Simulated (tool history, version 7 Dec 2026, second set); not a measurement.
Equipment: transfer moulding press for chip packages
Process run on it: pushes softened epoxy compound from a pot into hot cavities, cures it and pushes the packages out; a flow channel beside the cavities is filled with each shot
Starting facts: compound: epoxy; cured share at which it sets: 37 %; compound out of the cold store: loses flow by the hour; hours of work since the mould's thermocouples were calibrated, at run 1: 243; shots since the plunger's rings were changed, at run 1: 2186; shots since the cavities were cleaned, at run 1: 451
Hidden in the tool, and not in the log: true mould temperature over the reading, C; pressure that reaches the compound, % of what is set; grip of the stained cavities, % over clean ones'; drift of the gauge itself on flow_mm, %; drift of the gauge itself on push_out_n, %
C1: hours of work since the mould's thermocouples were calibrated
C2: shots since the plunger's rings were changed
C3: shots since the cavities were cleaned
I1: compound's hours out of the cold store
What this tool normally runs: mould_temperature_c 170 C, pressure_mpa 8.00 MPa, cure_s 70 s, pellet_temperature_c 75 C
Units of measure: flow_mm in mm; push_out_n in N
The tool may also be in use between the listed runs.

Run 1, hour 0.0: usual settings; C1 243; C2 2186; C3 451; I1 31.5. Result: flow_mm 680 mm, push_out_n 574 N.
Run 2, hour 8.7: usual settings but pressure_mpa 9.03 MPa; C1 247; C2 2300; C3 565; I1 26.5. Result: flow_mm 748 mm, push_out_n 594 N.
Run 3, hour 15.9: usual settings but pressure_mpa 9.03 MPa; C1 251; C2 2396; C3 661; I1 33.6. Result: flow_mm 721 mm, push_out_n 610 N.
Run 4, hour 26.5: usual settings but pressure_mpa 9.03 MPa; C1 257; C2 2536; C3 801; I1 47.8. Result: flow_mm 668 mm, push_out_n 632 N.
Run 5, hour 36.9: usual settings but pellet_temperature_c 71 C; C1 263; C2 2673; C3 938; I1 21.7. Result: flow_mm 719 mm, push_out_n 670 N.
At hour 39.6: cavities cleaned with cleaning compound and waxed.
Run 6, hour 47.3: usual settings but pressure_mpa 7.33 MPa; C1 268; C2 2791; C3 102; I1 40.4. Result: flow_mm 623 mm, push_out_n 402 N.
Run 7, hour 52.5: usual settings but pressure_mpa 7.33 MPa; C1 271; C2 2859; C3 170; I1 34.4. Result: flow_mm 645 mm, push_out_n 454 N.
Run 8, hour 62.9: usual settings; C1 277; C2 2996; C3 307; I1 39.7. Result: flow_mm 657 mm, push_out_n 504 N.
Run 9, hour 67.9: usual settings but cure_s 69 s; C1 280; C2 3063; C3 374; I1 36.7. Result: flow_mm 662 mm, push_out_n 506 N.
Run 10, hour 72.9: usual settings but cure_s 69 s; C1 282; C2 3128; C3 439; I1 11.7. Result: flow_mm 756 mm, push_out_n 559 N.
Run 11, hour 78.9: usual settings but pressure_mpa 7.14 MPa; C1 286; C2 3207; C3 518; I1 16.1. Result: flow_mm 700 mm, push_out_n 582 N.
Run 12, hour 88.2: usual settings but pressure_mpa 7.14 MPa; C1 291; C2 3331; C3 642; I1 28.7. Result: flow_mm 646 mm, push_out_n 626 N.
Run 13, hour 96.0: usual settings but mould_temperature_c 177 C, pressure_mpa 7.14 MPa; C1 295; C2 3434; C3 745; I1 41.6. Result: flow_mm 600 mm, push_out_n 532 N.
Run 14, hour 101.9: usual settings but mould_temperature_c 167 C, pressure_mpa 7.14 MPa, cure_s 78 s, pellet_temperature_c 80 C; C1 299; C2 3511; C3 822; I1 30.9. Result: flow_mm 648 mm, push_out_n 582 N.
Run 15, hour 109.1: usual settings but mould_temperature_c 167 C, pressure_mpa 7.14 MPa, cure_s 78 s, pellet_temperature_c 80 C; C1 303; C2 3606; C3 917; I1 22.8. Result: flow_mm 673 mm, push_out_n 632 N.
At hour 113.4: cavities cleaned with cleaning compound and waxed.
Run 16, hour 116.1: usual settings but mould_temperature_c 164 C, pressure_mpa 8.26 MPa, cure_s 50 s, pellet_temperature_c 81 C; C1 306; C2 3678; C3 35; I1 33.4. Result: flow_mm 693 mm, push_out_n 1052 N.
Run 17, hour 123.1: usual settings but mould_temperature_c 165 C, pressure_mpa 8.26 MPa, cure_s 50 s, pellet_temperature_c 74 C; C1 310; C2 3771; C3 128; I1 13.8. Result: flow_mm 764 mm, push_out_n 1351 N.
Run 18, hour 128.2: usual settings but mould_temperature_c 166 C, pressure_mpa 6.11 MPa, cure_s 59 s, pellet_temperature_c 77 C; C1 312; C2 3839; C3 196; I1 13.0. Result: flow_mm 658 mm, push_out_n 895 N.
Run 19, hour 134.3: usual settings but mould_temperature_c 174 C, pressure_mpa 9.63 MPa, cure_s 76 s, pellet_temperature_c 79 C; C1 316; C2 3919; C3 276; I1 46.1. Result: flow_mm 677 mm, push_out_n 429 N.
Run 20, hour 139.0: usual settings but mould_temperature_c 174 C, pressure_mpa 9.63 MPa, cure_s 76 s, pellet_temperature_c 79 C; C1 318; C2 3980; C3 337; I1 36.3. Result: flow_mm 714 mm, push_out_n 452 N.

The next listed run, before its measurement:
Run 21, hour 147.5: usual settings but mould_temperature_c 174 C, pressure_mpa 9.63 MPa, cure_s 76 s, pellet_temperature_c 79 C; C1 323; C2 4093; C3 450; I1 38.9. Result: flow_mm ?, push_out_n ?.

flow_mm: 708 mm
push_out_n: 483 N
Without the tool's hidden state the same run would have given flow_mm 741 mm, push_out_n 297 N.

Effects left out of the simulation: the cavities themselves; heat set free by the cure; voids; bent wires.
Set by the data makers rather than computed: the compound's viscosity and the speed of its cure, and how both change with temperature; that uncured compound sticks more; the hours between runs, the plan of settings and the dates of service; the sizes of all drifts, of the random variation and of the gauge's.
